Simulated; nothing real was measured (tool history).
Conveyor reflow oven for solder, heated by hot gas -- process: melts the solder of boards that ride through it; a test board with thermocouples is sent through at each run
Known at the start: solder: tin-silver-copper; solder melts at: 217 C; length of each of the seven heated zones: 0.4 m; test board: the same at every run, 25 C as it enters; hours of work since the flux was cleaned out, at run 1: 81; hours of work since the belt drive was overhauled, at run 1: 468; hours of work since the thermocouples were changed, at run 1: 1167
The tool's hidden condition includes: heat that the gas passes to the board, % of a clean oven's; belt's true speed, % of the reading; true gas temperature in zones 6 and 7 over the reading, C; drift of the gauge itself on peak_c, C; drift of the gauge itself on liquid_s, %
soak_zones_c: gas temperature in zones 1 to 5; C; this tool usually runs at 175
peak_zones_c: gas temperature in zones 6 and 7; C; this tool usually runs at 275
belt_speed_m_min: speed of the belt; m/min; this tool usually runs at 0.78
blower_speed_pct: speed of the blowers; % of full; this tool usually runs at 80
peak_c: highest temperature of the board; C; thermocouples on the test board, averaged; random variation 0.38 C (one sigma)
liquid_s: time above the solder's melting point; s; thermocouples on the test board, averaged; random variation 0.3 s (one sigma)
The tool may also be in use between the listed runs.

run,hour,soak_zones_c,peak_zones_c,belt_speed_m_min,blower_speed_pct,hours of work since the flux was cleaned out,hours of work since the belt drive was overhauled,hours of work since the thermocouples were changed,peak_c,liquid_s
1,0,175,275,0.78,80,81,468,1167,268.5,54.3
2,27.6,175,275,0.78,80,100,486,1185,268.4,55.3
3,63.4,175,275,0.78,80,123,510,1209,268.2,55.2
4,100.6,175,275,0.78,80,148,535,1234,267.8,55.6
5,140.5,186,275,0.78,80,175,561,1260,269.3,58.9
6,166.1,175,275,0.78,80,192,578,1277,268,55.4
# hour 204: thermocouples of zones 6 and 7 changed
7,207,175,275,0.78,80,218,604,2,264.4,53.6
8,252,175,275,0.78,80,248,634,32,264.6,53.8
9,283.9,175,275,0.78,64,269,655,53,260.9,52.6
10,309.6,165,275,0.78,80,286,672,70,263.6,51.3
11,343.6,165,275,0.793,80,308,695,93,262.5,50.1
12,370.4,175,275,0.78,65,326,713,111,261.6,51.9
13,407.5,175,275,0.874,65,351,738,135,257.5,44.6
14,437.4,175,275,0.78,80,371,757,155,264.4,54.2
15,463.5,175,275,0.78,79,388,775,173,265,54
16,509.1,175,275,0.78,79,418,805,203,264.4,53.9
17,539.1,171,264,0.758,63,438,825,223,251.7,47.6
18,567.4,168,264,0.758,63,457,844,242,250.5,46
# hour 582: flux residue cleaned out of gas plates and filters
19,621.5,175,275,0.765,80,26,877,274,267.1,56.8
20,643.4,175,286,0.78,80,41,891,289,276.4,58.8
21,679,179,275,0.78,63,65,915,313,262.7,54.2
22,699.6,163,283,0.78,87,78,929,326,274.1,55.2
23,746.3,171,271,0.78,62,109,960,357,258.1,49.5
# hour 777: belt drive overhauled, speed set with a stopwatch
24,796.2,171,271,0.78,62,140,13,388,257.5,48
25,835.6,171,271,0.78,62,166,39,414,257.3,47.5
26,879,171,284,0.78,62,195,68,443,269,53.7
27,911.5,168,284,0.936,62,216,89,465,261.1,39.9
28,944.6,175,286,0.906,80,238,111,487,270.7,46.8
29,989.3,175,286,0.906,80,268,141,516,270.7,47.9
30,1027.8,169,286,0.906,64,294,167,542,264.9,44.3
31,1062.7,163,275,0.78,51,317,190,565,255.4,44.8

For each entry between runs, how does the tool's hidden state at the last listed run before it compare with that at the first listed run after it?
In the gap between runs 6 and 7: thermocouples of zones 6 and 7 changed (hour 204)
  heat that the gas passes to the board, % of a clean oven's: 95.9 -> 95.5; belt's true speed, % of the reading: 98.44 -> 98.37; true gas temperature in zones 6 and 7 over the reading, C: 3.92 -> 0.39
  measured minus no-state result, peak_c: +3.2 -> -0.1 C; liquid_s: +1.9 -> +0.8 s
In the gap between runs 18 and 19: flux residue cleaned out of gas plates and filters (hour 582)
  heat that the gas passes to the board, % of a clean oven's: 91.2 -> 98.6; belt's true speed, % of the reading: 97.75 -> 97.66; true gas temperature in zones 6 and 7 over the reading, C: 1.1 -> 1.2
  measured minus no-state result, peak_c: -0.1 -> +1.4 C; liquid_s: +0.6 -> +1.9 s
In the gap between runs 23 and 24: belt drive overhauled, speed set with a stopwatch (hour 777)
  heat that the gas passes to the board, % of a clean oven's: 97.1 -> 96.5; belt's true speed, % of the reading: 97.44 -> 99.9; true gas temperature in zones 6 and 7 over the reading, C: 1.45 -> 1.54
  measured minus no-state result, peak_c: +1.5 -> +0.7 C; liquid_s: +2.1 -> +0.3 s
